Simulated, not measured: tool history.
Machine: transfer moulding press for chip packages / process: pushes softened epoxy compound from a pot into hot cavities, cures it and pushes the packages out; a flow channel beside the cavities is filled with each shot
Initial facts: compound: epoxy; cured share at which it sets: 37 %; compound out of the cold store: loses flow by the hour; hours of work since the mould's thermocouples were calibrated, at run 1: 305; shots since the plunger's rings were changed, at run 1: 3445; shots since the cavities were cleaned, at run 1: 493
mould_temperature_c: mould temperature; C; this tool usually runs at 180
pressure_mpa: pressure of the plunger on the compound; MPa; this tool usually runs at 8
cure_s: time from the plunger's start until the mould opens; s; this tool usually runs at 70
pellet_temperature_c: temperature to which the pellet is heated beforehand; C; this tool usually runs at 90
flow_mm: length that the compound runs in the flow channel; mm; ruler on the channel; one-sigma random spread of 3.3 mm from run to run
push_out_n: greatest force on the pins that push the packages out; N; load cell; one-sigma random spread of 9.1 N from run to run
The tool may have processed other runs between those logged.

| run | hour | mould_temperature_c | pressure_mpa | cure_s | pellet_temperature_c | hours of work since the mould's thermocouples were calibrated | shots since the plunger's rings were changed | shots since the cavities were cleaned | incoming compound's hours out of the cold store | flow_mm | push_out_n |
|---|---|---|---|---|---|---|---|---|---|---|---|
| 1 | 0 | 180 | 8 | 70 | 90 | 305 | 3445 | 493 | 32.9 | 549 | 669 |
|  | 12.1 | cavities cleaned with cleaning compound and waxed |
| 2 | 12.1 | 180 | 8 | 70 | 90 | 313 | 3614 | 0 | 14.8 | 603 | 412 |
| 3 | 24.9 | 180 | 8 | 70 | 90 | 323 | 3820 | 206 | 47.6 | 508 | 541 |
| 4 | 39.9 | 180 | 8 | 70 | 90 | 334 | 4061 | 447 | 43.3 | 522 | 649 |
|  | 54.6 | cavities cleaned with cleaning compound and waxed |
| 5 | 55.3 | 180 | 8 | 70 | 90 | 344 | 4285 | 12 | 12.2 | 605 | 451 |
| 6 | 68.4 | 180 | 8 | 70 | 90 | 354 | 4495 | 222 | 46.6 | 512 | 551 |
| 7 | 75.6 | 180 | 8 | 70 | 90 | 359 | 4610 | 337 | 48 | 506 | 611 |
| 8 | 89.5 | 180 | 8 | 70 | 92 | 370 | 4834 | 561 | 21.7 | 580 | 710 |
|  | 97.8 | cavities cleaned with cleaning compound and waxed |
| 9 | 104.7 | 180 | 8 | 70 | 92 | 380 | 5055 | 111 | 23.5 | 576 | 523 |
| 10 | 113.8 | 185 | 8 | 70 | 92 | 387 | 5200 | 256 | 37.9 | 525 | 475 |
| 11 | 123.5 | 185 | 8 | 70 | 92 | 394 | 5356 | 412 | 45.9 | 503 | 541 |
|  | 128.6 | mould's thermocouples calibrated |
| 12 | 139.3 | 180 | 8 | 66 | 90 | 8 | 5578 | 634 | 45.8 | 508 | 826 |
|  | 142.9 | cavities cleaned with cleaning compound and waxed |
| 13 | 152.5 | 180 | 8 | 66 | 90 | 17 | 5766 | 154 | 15.1 | 586 | 635 |
|  | 156.3 | plunger's sealing rings changed |
| 14 | 161.9 | 180 | 8 | 59 | 90 | 22 | 89 | 264 | 47.8 | 523 | 854 |
| 15 | 174.5 | 182 | 7.47 | 70 | 86 | 31 | 292 | 467 | 46.8 | 505 | 602 |
| 16 | 181.9 | 180 | 8 | 58 | 90 | 37 | 411 | 586 | 46.4 | 536 | 1058 |
|  | 188.9 | cavities cleaned with cleaning compound and waxed |
|  | 193.5 | mould's thermocouples calibrated, once more |
| 17 | 199.8 | 173 | 7.83 | 53 | 99 | 5 | 643 | 143 | 25.6 | 580 | 1401 |
| 18 | 208.9 | 172 | 8 | 74 | 90 | 12 | 789 | 289 | 28.9 | 584 | 804 |
| 19 | 218.2 | 172 | 8 | 84 | 86 | 18 | 938 | 438 | 26.7 | 588 | 697 |
|  | 234.5 | cavities cleaned with cleaning compound and waxed |
| 20 | 234.6 | 186 | 8 | 84 | 86 | 30 | 1178 | 3 | 32.3 | 551 | 351 |
| 21 | 243 | 173 | 6.31 | 70 | 90 | 36 | 1313 | 138 | 45.2 | 470 | 712 |
| 22 | 256.6 | 184 | 8 | 62 | 85 | 46 | 1531 | 356 | 34.7 | 550 | 645 |
| 23 | 270.5 | 184 | 9.27 | 52 | 90 | 56 | 1755 | 580 | 20 | 627 | 1127 |
|  | 277.6 | cavities cleaned with cleaning compound and waxed |
| 24 | 280.8 | 180 | 8 | 51 | 97 | 63 | 1896 | 52 | 33.8 | 555 | 891 |
| 25 | 294.7 | 180 | 7.18 | 108 | 90 | 73 | 2119 | 275 | 25 | 543 | 431 |
| 26 | 302.7 | 183 | 7.08 | 108 | 95 | 79 | 2247 | 403 | 22.8 | 539 | 496 |
| 27 | 311.8 | 183 | 7.08 | 108 | 95 | 86 | 2394 | 550 | 24.7 | 533 | 525 |
|  | 320.8 | cavities cleaned with cleaning compound and waxed |
| 28 | 321.6 | 183 | 7.08 | 108 | 95 | 92 | 2527 | 12 | 17.9 | 555 | 330 |

Take each entry between the runs: how does the hidden state at the last listed run before it differ from the hidden state at the first listed run after it?
Logged between run 1 and run 2: cavities cleaned with cleaning compound and waxed (hour 12.1)
  true mould temperature over the reading, C: -0.82 -> -0.83; pressure that reaches the compound, % of what is set: 95.01 -> 94.74; grip of the stained cavities, % over clean ones': 58.9 -> 1
  measured result minus the result with no hidden state, flow_mm: -13 -> -15 mm; push_out_n: +264 -> +21 N
Logged between run 4 and run 5: cavities cleaned with cleaning compound and waxed (hour 54.6)
  true mould temperature over the reading, C: -0.88 -> -0.9; pressure that reaches the compound, % of what is set: 94.07 -> 93.72; grip of the stained cavities, % over clean ones': 59.6 -> 2.9
  measured result minus the result with no hidden state, flow_mm: -15 -> -18 mm; push_out_n: +257 -> +32 N
Logged between run 8 and run 9: cavities cleaned with cleaning compound and waxed (hour 97.8)
  true mould temperature over the reading, C: -0.95 -> -0.97; pressure that reaches the compound, % of what is set: 92.9 -> 92.56; grip of the stained cavities, % over clean ones': 67.7 -> 18.5
  measured result minus the result with no hidden state, flow_mm: -20 -> -21 mm; push_out_n: +304 -> +102 N
Logged between run 11 and run 12: mould's thermocouples calibrated (hour 128.6)
  true mould temperature over the reading, C: -1 -> -1.42; pressure that reaches the compound, % of what is set: 92.12 -> 91.81; grip of the stained cavities, % over clean ones': 55.4 -> 72.8
  measured result minus the result with no hidden state, flow_mm: -20 -> -21 mm; push_out_n: +198 -> +385 N
Logged between run 12 and run 13: cavities cleaned with cleaning compound and waxed (hour 142.9)
  true mould temperature over the reading, C: -1.42 -> -1.44; pressure that reaches the compound, % of what is set: 91.81 -> 91.52; grip of the stained cavities, % over clean ones': 72.8 -> 26.6
  measured result minus the result with no hidden state, flow_mm: -21 -> -24 mm; push_out_n: +385 -> +176 N
Logged between run 13 and run 14: plunger's sealing rings changed (hour 156.3)
  true mould temperature over the reading, C: -1.44 -> -1.45; pressure that reaches the compound, % of what is set: 91.52 -> 98.83; grip of the stained cavities, % over clean ones': 26.6 -> 39.8
  measured result minus the result with no hidden state, flow_mm: -24 -> -2 mm; push_out_n: +176 -> +300 N
Logged between run 16 and run 17: cavities cleaned with cleaning compound and waxed (hour 188.9); mould's thermocouples calibrated, once more (hour 193.5)
  true mould temperature over the reading, C: -1.48 -> -0.19; pressure that reaches the compound, % of what is set: 98.36 -> 97.99; grip of the stained cavities, % over clean ones': 69.7 -> 22.1
  measured result minus the result with no hidden state, flow_mm: -2 -> -5 mm; push_out_n: +493 -> +264 N
Logged between run 19 and run 20: cavities cleaned with cleaning compound and waxed (hour 234.5)
  true mould temperature over the reading, C: -0.22 -> -0.24; pressure that reaches the compound, % of what is set: 97.56 -> 97.19; grip of the stained cavities, % over clean ones': 55.6 -> 2.9
  measured result minus the result with no hidden state, flow_mm: -7 -> -8 mm; push_out_n: +256 -> +10 N
Logged between run 23 and run 24: cavities cleaned with cleaning compound and waxed (hour 277.6)
  true mould temperature over the reading, C: -0.3 -> -0.31; pressure that reaches the compound, % of what is set: 96.31 -> 96.08; grip of the stained cavities, % over clean ones': 70.3 -> 9
  measured result minus the result with no hidden state, flow_mm: -12 -> -11 mm; push_out_n: +481 -> +90 N
Logged between run 27 and run 28: cavities cleaned with cleaning compound and waxed (hour 320.8)
  true mould temperature over the reading, C: -0.36 -> -0.37; pressure that reaches the compound, % of what is set: 95.36 -> 95.14; grip of the stained cavities, % over clean ones': 65 -> 5.9
  measured result minus the result with no hidden state, flow_mm: -12 -> -14 mm; push_out_n: +208 -> +18 N

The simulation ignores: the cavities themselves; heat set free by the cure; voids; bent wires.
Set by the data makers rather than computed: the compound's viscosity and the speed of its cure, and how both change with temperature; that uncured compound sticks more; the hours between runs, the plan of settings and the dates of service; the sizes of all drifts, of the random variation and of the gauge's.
